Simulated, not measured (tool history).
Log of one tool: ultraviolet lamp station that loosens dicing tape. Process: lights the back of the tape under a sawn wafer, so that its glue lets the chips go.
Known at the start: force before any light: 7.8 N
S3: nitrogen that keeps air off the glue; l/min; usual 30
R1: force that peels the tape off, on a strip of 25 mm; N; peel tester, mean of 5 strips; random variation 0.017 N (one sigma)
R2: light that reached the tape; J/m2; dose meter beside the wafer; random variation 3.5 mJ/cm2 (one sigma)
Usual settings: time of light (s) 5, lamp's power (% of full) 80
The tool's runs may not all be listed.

{"run": 1, "hour": 0.0, "time of light (s)": 5, "lamp's power (% of full)": 80, "S3": 30, "R1": 1.067, "R2": 5060}
{"run": 2, "hour": 14.6, "time of light (s)": 5, "lamp's power (% of full)": 80, "S3": 30, "R1": 1.02, "R2": 5040}
{"run": 3, "hour": 25.2, "time of light (s)": 5, "lamp's power (% of full)": 80, "S3": 30, "R1": 1.076, "R2": 5010}
{"run": 4, "hour": 35.0, "time of light (s)": 5, "lamp's power (% of full)": 80, "S3": 30, "R1": 1.071, "R2": 5090}
{"run": 5, "hour": 44.2, "time of light (s)": 5, "lamp's power (% of full)": 80, "S3": 30, "R1": 1.095, "R2": 5020}
{"run": 6, "hour": 55.7, "time of light (s)": 5, "lamp's power (% of full)": 80, "S3": 30, "R1": 1.076, "R2": 4990}
{"run": 7, "hour": 63.3, "time of light (s)": 5, "lamp's power (% of full)": 80, "S3": 30, "R1": 1.115, "R2": 5020}
{"run": 8, "hour": 76.6, "time of light (s)": 5, "lamp's power (% of full)": 80, "S3": 30, "R1": 1.073, "R2": 4930}
{"run": 9, "hour": 92.0, "time of light (s)": 5, "lamp's power (% of full)": 80, "S3": 30, "R1": 1.093, "R2": 4980}
{"run": 10, "hour": 102.9, "time of light (s)": 5, "lamp's power (% of full)": 80, "S3": 30, "R1": 1.083, "R2": 4920}
{"run": 11, "hour": 114.9, "time of light (s)": 5, "lamp's power (% of full)": 80, "S3": 30, "R1": 1.107, "R2": 4950}
{"run": 12, "hour": 129.2, "time of light (s)": 5, "lamp's power (% of full)": 65, "S3": 30, "R1": 1.504, "R2": 3980}
{"run": 13, "hour": 138.0, "time of light (s)": 5, "lamp's power (% of full)": 86, "S3": 30, "R1": 0.981, "R2": 5320}
{"run": 14, "hour": 149.8, "time of light (s)": 5, "lamp's power (% of full)": 86, "S3": 30, "R1": 1.027, "R2": 5250}
{"run": 15, "hour": 161.9, "time of light (s)": 5, "lamp's power (% of full)": 86, "S3": 17, "R1": 1.459, "R2": 5280}
{"run": 16, "hour": 168.6, "time of light (s)": 5, "lamp's power (% of full)": 86, "S3": 17, "R1": 1.502, "R2": 5230}
{"run": 17, "hour": 182.3, "time of light (s)": 5, "lamp's power (% of full)": 86, "S3": 17, "R1": 1.469, "R2": 5200}
{"run": 18, "hour": 195.0, "time of light (s)": 8, "lamp's power (% of full)": 80, "S3": 30, "R1": 0.429, "R2": 7760}
{"run": 19, "hour": 204.9, "time of light (s)": 8, "lamp's power (% of full)": 80, "S3": 30, "R1": 0.422, "R2": 7760}
{"run": 20, "hour": 214.8, "time of light (s)": 8, "lamp's power (% of full)": 80, "S3": 30, "R1": 0.404, "R2": 7720}
{"run": 21, "hour": 223.6, "time of light (s)": 8, "lamp's power (% of full)": 80, "S3": 30, "R1": 0.433, "R2": 7800}
{"run": 22, "hour": 239.0, "time of light (s)": 5, "lamp's power (% of full)": 80, "S3": 31, "R1": 1.154, "R2": 4760}
{"run": 23, "hour": 250.6, "time of light (s)": 5, "lamp's power (% of full)": 80, "S3": 31, "R1": 1.169, "R2": 4790}
{"run": 24, "hour": 263.4, "time of light (s)": 6, "lamp's power (% of full)": 63, "S3": 11, "R1": 2.343, "R2": 4450}
{"run": 25, "hour": 278.3, "time of light (s)": 6, "lamp's power (% of full)": 63, "S3": 11, "R1": 2.374, "R2": 4460}
{"run": 26, "hour": 284.9, "time of light (s)": 6, "lamp's power (% of full)": 75, "S3": 28, "R1": 1.038, "R2": 5280}
{"run": 27, "hour": 294.0, "time of light (s)": 6, "lamp's power (% of full)": 75, "S3": 28, "R1": 1.024, "R2": 5270}
{"run": 28, "hour": 302.5, "time of light (s)": 6, "lamp's power (% of full)": 75, "S3": 28, "R1": 1.061, "R2": 5310}
{"run": 29, "hour": 310.3, "time of light (s)": 4, "lamp's power (% of full)": 62, "S3": 10, "R1": 3.818, "R2": 2930}
{"run": 30, "hour": 319.7, "time of light (s)": 3, "lamp's power (% of full)": 80, "S3": 39, "R1": 2.217, "R2": 2840}
{"run": 31, "hour": 334.7, "time of light (s)": 2, "lamp's power (% of full)": 78, "S3": 44, "R1": 3.312, "R2": 1830}
{"run": 32, "hour": 342.6, "time of light (s)": 3, "lamp's power (% of full)": 70, "S3": 12, "R1": 4.011, "R2": 2420}
{"run": 33, "hour": 351.4, "time of light (s)": 7, "lamp's power (% of full)": 67, "S3": 12, "R1": 1.747, "R2": 5410}
{"run": 34, "hour": 359.3, "time of light (s)": 7, "lamp's power (% of full)": 67, "S3": 12, "R1": 1.622, "R2": 5710}
{"run": 35, "hour": 371.3, "time of light (s)": 2, "lamp's power (% of full)": 67, "S3": 13, "R1": 4.839, "R2": 1610}
{"run": 36, "hour": 382.9, "time of light (s)": 5, "lamp's power (% of full)": 70, "S3": 19, "R1": 1.893, "R2": 4200}
{"run": 37, "hour": 393.2, "time of light (s)": 5, "lamp's power (% of full)": 70, "S3": 19, "R1": 1.91, "R2": 4190}
{"run": 38, "hour": 404.3, "time of light (s)": 2, "lamp's power (% of full)": 70, "S3": 39, "R1": 3.605, "R2": 1730}
{"run": 39, "hour": 412.8, "time of light (s)": 3, "lamp's power (% of full)": 71, "S3": 19, "R1": 3.213, "R2": 2560}
{"run": 40, "hour": 426.4, "time of light (s)": 7, "lamp's power (% of full)": 80, "S3": 20, "R1": 0.873, "R2": 6740}
{"run": 41, "hour": 436.5, "time of light (s)": 5, "lamp's power (% of full)": 76, "S3": 13, "R1": 2.156, "R2": 4490}
{"run": 42, "hour": 451.8, "time of light (s)": 2, "lamp's power (% of full)": 60, "S3": 45, "R1": 3.878, "R2": 1410}
{"run": 43, "hour": 458.1, "time of light (s)": 2, "lamp's power (% of full)": 60, "S3": 45, "R1": 4.039, "R2": 1410}
{"run": 44, "hour": 464.7, "time of light (s)": 2, "lamp's power (% of full)": 97, "S3": 45, "R1": 2.726, "R2": 2280}

Not shown: 1 entry that the log had between the listed runs. Between which runs, and how does the tool's hidden state differ before and after?
Between runs 33 and 34: window cleaned of glue's vapour (hour 353.9)
  lamp's light, % of a new lamp's: 83.6 -> 83.5; light that the window lets through, % of a clean one's: 95 -> 99.3
  measured less the result without the state, R1: +0.535 -> +0.425 N; R2: -1400 -> -1180 J/m2

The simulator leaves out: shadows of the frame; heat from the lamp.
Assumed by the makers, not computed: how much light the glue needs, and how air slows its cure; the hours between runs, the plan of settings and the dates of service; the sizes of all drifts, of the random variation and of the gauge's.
